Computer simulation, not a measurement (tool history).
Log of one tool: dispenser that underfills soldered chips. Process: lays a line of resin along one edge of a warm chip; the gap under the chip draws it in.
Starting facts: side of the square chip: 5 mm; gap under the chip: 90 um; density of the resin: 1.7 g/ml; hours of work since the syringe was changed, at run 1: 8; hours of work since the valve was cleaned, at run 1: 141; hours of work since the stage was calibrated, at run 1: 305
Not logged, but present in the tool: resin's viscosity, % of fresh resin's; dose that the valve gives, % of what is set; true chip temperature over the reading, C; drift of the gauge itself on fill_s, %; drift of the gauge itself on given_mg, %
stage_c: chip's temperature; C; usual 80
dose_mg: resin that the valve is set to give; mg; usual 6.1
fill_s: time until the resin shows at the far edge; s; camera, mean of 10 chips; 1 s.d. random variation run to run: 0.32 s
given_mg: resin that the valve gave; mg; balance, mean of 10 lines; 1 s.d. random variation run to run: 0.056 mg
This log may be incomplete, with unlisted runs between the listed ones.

| run | day | stage_c | dose_mg | hours of work since the syringe was changed | hours of work since the valve was cleaned | hours of work since the stage was calibrated | fill_s | given_mg |
|---|---|---|---|---|---|---|---|---|
| 1 | 0 | 80 | 6.1 | 8 | 141 | 305 | 20.6 | 5.79 |
|  | 0.279 | new syringe of resin |
|  | 0.388 | dispensing valve cleaned and set on the balance |
| 2 | 0.525 | 80 | 6.1 | 3 | 2 | 312 | 14 | 6.06 |
| 3 | 0.983 | 80 | 6.1 | 10 | 9 | 319 | 24.1 | 6.09 |
|  | 1.1 | new syringe of resin |
| 4 | 1.267 | 80 | 5.3 | 3 | 13 | 323 | 14.5 | 5.33 |
| 5 | 1.529 | 80 | 6.15 | 6 | 17 | 327 | 18.3 | 6.14 |
|  | 1.875 | new syringe of resin |
| 6 | 1.875 | 80 | 5.31 | 0 | 22 | 332 | 10.7 | 5.32 |
| 7 | 2.179 | 80 | 6.1 | 5 | 27 | 337 | 15.6 | 6.01 |
|  | 2.633 | new syringe of resin |
| 8 | 2.633 | 80 | 6.1 | 0 | 33 | 343 | 11.2 | 6.17 |
| 9 | 3.1 | 80 | 6.1 | 7 | 40 | 350 | 19.5 | 6.08 |
|  | 3.408 | new syringe of resin |
| 10 | 3.558 | 82 | 6.1 | 2 | 47 | 357 | 11.6 | 6.04 |
| 11 | 3.962 | 82 | 6.1 | 8 | 53 | 363 | 19.7 | 6 |
|  | 4.158 | new syringe of resin |
| 12 | 4.479 | 82 | 6.1 | 5 | 61 | 371 | 14.6 | 6.02 |
| 13 | 4.883 | 82 | 6.1 | 11 | 67 | 377 | 24.2 | 5.98 |
|  | 4.938 | new syringe of resin |
| 14 | 5.4 | 82 | 6.1 | 7 | 74 | 384 | 17.3 | 5.96 |
|  | 5.717 | new syringe of resin |
| 15 | 5.921 | 82 | 6.1 | 3 | 82 | 392 | 12.7 | 5.91 |
| 16 | 6.154 | 82 | 6.1 | 7 | 85 | 396 | 17 | 5.94 |
|  | 6.488 | new syringe of resin |
| 17 | 6.662 | 79 | 6.1 | 3 | 93 | 403 | 13.6 | 5.71 |
| 18 | 7.083 | 74 | 6.1 | 9 | 99 | 409 | 27.8 | 5.83 |
|  | 7.258 | new syringe of resin |
| 19 | 7.446 | 74 | 6.1 | 3 | 105 | 415 | 17.5 | 5.86 |
| 20 | 7.667 | 95 | 6.89 | 6 | 108 | 418 | 10.2 | 6.66 |
| 21 | 7.879 | 95 | 6.89 | 9 | 111 | 421 | 13.4 | 6.58 |
|  | 8.029 | new syringe of resin |
| 22 | 8.312 | 95 | 6.89 | 4 | 117 | 428 | 8.5 | 6.59 |
| 23 | 8.617 | 88 | 5.76 | 9 | 122 | 432 | 16.7 | 5.53 |
|  | 8.796 | new syringe of resin |
| 24 | 8.983 | 95 | 6.81 | 3 | 127 | 437 | 7.5 | 6.59 |
| 25 | 9.333 | 79 | 5.68 | 8 | 133 | 443 | 21.4 | 5.38 |
|  | 9.579 | new syringe of resin |
| 26 | 9.579 | 79 | 5.68 | 0 | 136 | 446 | 11.7 | 5.33 |
| 27 | 9.8 | 83 | 6.06 | 3 | 139 | 450 | 12 | 5.82 |
| 28 | 10.2 | 83 | 6.06 | 9 | 145 | 456 | 20.5 | 5.72 |
|  | 10.317 | dispensing valve cleaned and set on the balance |
|  | 10.388 | new syringe of resin |
| 29 | 10.692 | 83 | 6.4 | 5 | 5 | 462 | 13.8 | 6.46 |
| 30 | 11.029 | 95 | 5.31 | 10 | 11 | 467 | 13.8 | 5.3 |
|  | 11.162 | new syringe of resin |
| 31 | 11.362 | 79 | 7.8 | 3 | 15 | 472 | 14 | 7.8 |
| 32 | 11.762 | 82 | 6.67 | 9 | 21 | 478 | 20.3 | 6.74 |
|  | 11.917 | new syringe of resin |
| 33 | 12.171 | 82 | 6.67 | 4 | 27 | 484 | 13.3 | 6.64 |
| 34 | 12.512 | 82 | 6.67 | 9 | 32 | 489 | 19.9 | 6.49 |
|  | 12.688 | new syringe of resin |
| 35 | 12.733 | 83 | 6.17 | 1 | 36 | 492 | 9.8 | 6.19 |
| 36 | 13.033 | 81 | 6.28 | 5 | 40 | 497 | 15.8 | 6.2 |

4 ways to go on from here, each from the tool as it stands after run 36. What would each give?
| A | 13.35 | 80 | 6.29 | 10 | 45 | 502 | ? | ? |
| B | 13.35 | 86 | 5.81 | 10 | 45 | 502 | ? | ? |
| C | 13.35 | 81 | 6.8 | 10 | 45 | 502 | ? | ? |
| D | 13.35 | 81 | 7.22 | 10 | 45 | 502 | ? | ? |

| run | fill_s | given_mg |
|---|---|---|
| A | 22.4 | 6.08 |
| B | 18.7 | 5.76 |
| C | 21.9 | 6.7 |
| D | 21.6 | 7.21 |
Take away the tool's hidden state, keep each run's random variation, and the runs would have read:
| run | fill_s | given_mg |
|---|---|---|
| A | 11.7 | 6.2 |
| B | 9.9 | 5.86 |
| C | 11.6 | 6.82 |
| D | 11.3 | 7.34 |
